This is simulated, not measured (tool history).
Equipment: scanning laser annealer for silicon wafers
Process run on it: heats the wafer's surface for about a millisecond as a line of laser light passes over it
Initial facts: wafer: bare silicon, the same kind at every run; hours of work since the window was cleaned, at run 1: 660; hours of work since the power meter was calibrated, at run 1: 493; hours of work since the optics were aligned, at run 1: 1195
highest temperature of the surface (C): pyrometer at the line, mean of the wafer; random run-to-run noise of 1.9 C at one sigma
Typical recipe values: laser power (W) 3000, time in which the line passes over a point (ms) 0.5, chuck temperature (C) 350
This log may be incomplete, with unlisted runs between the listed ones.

run	hour	laser power (W)	time in which the line passes over a point (ms)	chuck temperature (C)	hours of work since the window was cleaned	hours of work since the power meter was calibrated	hours of work since the optics were aligned	highest temperature of the surface (C)
1	0.0	3000	0.5	350	660	493	1195	1162
2	16.7	3000	0.5	350	673	506	1208	1161
3	24.8	3000	0.5	350	679	512	1214	1160
4	38.0	3000	0.5	350	690	522	1225	1162
5	47.9	3000	0.5	350	697	530	1233	1160
6	63.6	3000	0.5	350	710	542	1245	1164
7	81.8	3000	0.5	350	724	557	1259	1161

The next listed run, before its measurement:
8	96.7	2883	0.5	350	735	568	1271	?

For run 8 the tool returned highest temperature of the surface (C) 1123.
With the hidden condition absent and the run-to-run variation left alone, this run would have shown highest temperature of the surface (C) 1153.

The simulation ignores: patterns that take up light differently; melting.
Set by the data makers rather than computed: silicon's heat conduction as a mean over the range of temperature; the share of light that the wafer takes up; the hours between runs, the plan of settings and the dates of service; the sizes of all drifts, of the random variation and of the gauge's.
